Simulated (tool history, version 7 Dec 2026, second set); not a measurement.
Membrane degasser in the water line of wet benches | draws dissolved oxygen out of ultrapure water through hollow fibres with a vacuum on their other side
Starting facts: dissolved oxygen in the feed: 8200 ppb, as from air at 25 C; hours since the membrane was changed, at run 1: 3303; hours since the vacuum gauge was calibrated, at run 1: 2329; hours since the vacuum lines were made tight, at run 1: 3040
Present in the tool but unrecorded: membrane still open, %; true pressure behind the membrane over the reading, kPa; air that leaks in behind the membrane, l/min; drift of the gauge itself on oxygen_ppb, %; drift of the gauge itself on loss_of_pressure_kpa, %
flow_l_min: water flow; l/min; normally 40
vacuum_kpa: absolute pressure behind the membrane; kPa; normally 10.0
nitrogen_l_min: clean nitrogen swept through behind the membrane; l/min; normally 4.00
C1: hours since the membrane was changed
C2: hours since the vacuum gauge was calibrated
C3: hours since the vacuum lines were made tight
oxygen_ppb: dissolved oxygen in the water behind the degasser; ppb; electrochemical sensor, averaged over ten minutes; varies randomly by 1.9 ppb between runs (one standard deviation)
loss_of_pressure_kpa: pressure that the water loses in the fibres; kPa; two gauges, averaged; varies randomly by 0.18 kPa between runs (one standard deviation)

Run 1, hour 0.0: usual settings; C1 3303; C2 2329; C3 3040. Result: oxygen_ppb 192.3 ppb, loss_of_pressure_kpa 34.60 kPa.
Run 2, hour 88.4: usual settings but vacuum_kpa 18.9 kPa; C1 3391; C2 2418; C3 3129. Result: oxygen_ppb 385.4 ppb, loss_of_pressure_kpa 34.28 kPa.
Run 3, hour 188.9: usual settings but vacuum_kpa 18.9 kPa; C1 3492; C2 2518; C3 3229. Result: oxygen_ppb 392.2 ppb, loss_of_pressure_kpa 34.77 kPa.
Run 4, hour 301.9: usual settings but nitrogen_l_min 4.57 l/min; C1 3605; C2 2631; C3 3342. Result: oxygen_ppb 172.6 ppb, loss_of_pressure_kpa 34.21 kPa.
Run 5, hour 398.7: usual settings but flow_l_min 50 l/min, nitrogen_l_min 4.57 l/min; C1 3701; C2 2728; C3 3439. Result: oxygen_ppb 219.9 ppb, loss_of_pressure_kpa 43.10 kPa.
Run 6, hour 459.1: usual settings but flow_l_min 50 l/min, nitrogen_l_min 4.57 l/min; C1 3762; C2 2788; C3 3499. Result: oxygen_ppb 222.1 ppb, loss_of_pressure_kpa 43.02 kPa.
Run 7, hour 529.2: usual settings but nitrogen_l_min 2.47 l/min; C1 3832; C2 2858; C3 3570. Result: oxygen_ppb 275.9 ppb, loss_of_pressure_kpa 34.23 kPa.
Run 8, hour 583.9: usual settings; C1 3887; C2 2913; C3 3624. Result: oxygen_ppb 187.2 ppb, loss_of_pressure_kpa 34.68 kPa.
Run 9, hour 693.7: usual settings; C1 3996; C2 3023; C3 3734. Result: oxygen_ppb 190.6 ppb, loss_of_pressure_kpa 34.74 kPa.
Run 10, hour 783.0: usual settings; C1 4086; C2 3112; C3 3823. Result: oxygen_ppb 190.1 ppb, loss_of_pressure_kpa 34.69 kPa.
Run 11, hour 849.1: usual settings; C1 4152; C2 3178; C3 3889. Result: oxygen_ppb 187.9 ppb, loss_of_pressure_kpa 35.02 kPa.
Run 12, hour 922.5: usual settings; C1 4225; C2 3252; C3 3963. Result: oxygen_ppb 190.2 ppb, loss_of_pressure_kpa 34.74 kPa.
Run 13, hour 993.4: usual settings; C1 4296; C2 3323; C3 4034. Result: oxygen_ppb 192.0 ppb, loss_of_pressure_kpa 34.54 kPa.
Run 14, hour 1080.1: usual settings; C1 4383; C2 3409; C3 4120. Result: oxygen_ppb 191.9 ppb, loss_of_pressure_kpa 34.78 kPa.
Run 15, hour 1189.2: usual settings but vacuum_kpa 7.0 kPa; C1 4492; C2 3518; C3 4229. Result: oxygen_ppb 123.5 ppb, loss_of_pressure_kpa 34.43 kPa.
Run 16, hour 1269.7: usual settings but nitrogen_l_min 1.69 l/min; C1 4572; C2 3599; C3 4310. Result: oxygen_ppb 370.8 ppb, loss_of_pressure_kpa 34.34 kPa.
Run 17, hour 1366.7: usual settings but vacuum_kpa 14.8 kPa, nitrogen_l_min 3.08 l/min; C1 4669; C2 3696; C3 4407. Result: oxygen_ppb 368.0 ppb, loss_of_pressure_kpa 34.79 kPa.
Run 18, hour 1467.9: usual settings but flow_l_min 27 l/min; C1 4771; C2 3797; C3 4508. Result: oxygen_ppb 127.3 ppb, loss_of_pressure_kpa 23.41 kPa.
Run 19, hour 1577.7: usual settings but flow_l_min 24 l/min, vacuum_kpa 13.1 kPa; C1 4880; C2 3907; C3 4618. Result: oxygen_ppb 155.3 ppb, loss_of_pressure_kpa 20.79 kPa.
Run 20, hour 1699.3: usual settings but flow_l_min 43 l/min, vacuum_kpa 7.2 kPa, nitrogen_l_min 7.08 l/min; C1 5002; C2 4029; C3 4740. Result: oxygen_ppb 97.4 ppb, loss_of_pressure_kpa 37.31 kPa.
Run 21, hour 1777.7: usual settings but flow_l_min 39 l/min, vacuum_kpa 6.3 kPa, nitrogen_l_min 2.39 l/min; C1 5080; C2 4107; C3 4818. Result: oxygen_ppb 144.8 ppb, loss_of_pressure_kpa 33.50 kPa.
Run 22, hour 1879.4: usual settings but vacuum_kpa 23.1 kPa, nitrogen_l_min 2.44 l/min; C1 5182; C2 4209; C3 4920. Result: oxygen_ppb 717.4 ppb, loss_of_pressure_kpa 34.23 kPa.
Run 23, hour 1965.0: usual settings but vacuum_kpa 23.1 kPa, nitrogen_l_min 2.44 l/min; C1 5268; C2 4294; C3 5005. Result: oxygen_ppb 711.6 ppb, loss_of_pressure_kpa 34.37 kPa.
Run 24, hour 2051.2: usual settings but vacuum_kpa 23.1 kPa, nitrogen_l_min 2.44 l/min; C1 5354; C2 4380; C3 5091. Result: oxygen_ppb 720.0 ppb, loss_of_pressure_kpa 34.72 kPa.
Run 25, hour 2128.7: usual settings but flow_l_min 51 l/min, vacuum_kpa 23.1 kPa, nitrogen_l_min 2.75 l/min; C1 5431; C2 4458; C3 5169. Result: oxygen_ppb 799.5 ppb, loss_of_pressure_kpa 44.18 kPa.
Run 26, hour 2240.7: usual settings but flow_l_min 50 l/min, vacuum_kpa 23.1 kPa, nitrogen_l_min 3.28 l/min; C1 5543; C2 4570; C3 5281. Result: oxygen_ppb 693.6 ppb, loss_of_pressure_kpa 43.34 kPa.
Run 27, hour 2325.5: usual settings but flow_l_min 50 l/min, vacuum_kpa 23.1 kPa, nitrogen_l_min 3.28 l/min; C1 5628; C2 4655; C3 5366. Result: oxygen_ppb 682.8 ppb, loss_of_pressure_kpa 43.11 kPa.
Run 28, hour 2411.0: usual settings but flow_l_min 50 l/min, vacuum_kpa 23.1 kPa, nitrogen_l_min 3.28 l/min; C1 5714; C2 4740; C3 5451. Result: oxygen_ppb 698.8 ppb, loss_of_pressure_kpa 43.40 kPa.
Run 29, hour 2509.6: usual settings but flow_l_min 39 l/min, vacuum_kpa 19.0 kPa, nitrogen_l_min 3.38 l/min; C1 5812; C2 4839; C3 5550. Result: oxygen_ppb 429.8 ppb, loss_of_pressure_kpa 33.65 kPa.
Run 30, hour 2575.4: usual settings but flow_l_min 39 l/min, vacuum_kpa 19.0 kPa, nitrogen_l_min 3.38 l/min; C1 5878; C2 4905; C3 5616. Result: oxygen_ppb 436.8 ppb, loss_of_pressure_kpa 33.93 kPa.
Run 31, hour 2661.8: usual settings but flow_l_min 38 l/min, vacuum_kpa 8.8 kPa, nitrogen_l_min 6.80 l/min; C1 5964; C2 4991; C3 5702. Result: oxygen_ppb 105.8 ppb, loss_of_pressure_kpa 33.00 kPa.
Run 32, hour 2765.4: usual settings but vacuum_kpa 12.3 kPa, nitrogen_l_min 3.70 l/min; C1 6068; C2 5095; C3 5806. Result: oxygen_ppb 261.0 ppb, loss_of_pressure_kpa 34.63 kPa.

Branching from run 32: 3 alternative next runs. What would each branch give?
Run A, hour 2890.6: usual settings but flow_l_min 32 l/min, vacuum_kpa 12.3 kPa, nitrogen_l_min 3.70 l/min; C1 6193; C2 5220; C3 5931. Result: oxygen_ppb ?, loss_of_pressure_kpa ?.
Run B, hour 2890.6: usual settings but flow_l_min 48 l/min, nitrogen_l_min 2.74 l/min; C1 6193; C2 5220; C3 5931. Result: oxygen_ppb ?, loss_of_pressure_kpa ?.
Run C, hour 2890.6: usual settings but vacuum_kpa 9.4 kPa, nitrogen_l_min 3.70 l/min; C1 6193; C2 5220; C3 5931. Result: oxygen_ppb ?, loss_of_pressure_kpa ?.

run  oxygen_ppb  loss_of_pressure_kpa
  A       207.3                 27.86
  B       310.9                 41.64
  C       186.1                 34.68
Without the tool's unlogged condition, the same runs would have read:
run  oxygen_ppb  loss_of_pressure_kpa
  A       207.1                 27.84
  B       310.6                 41.61
  C       185.9                 34.66
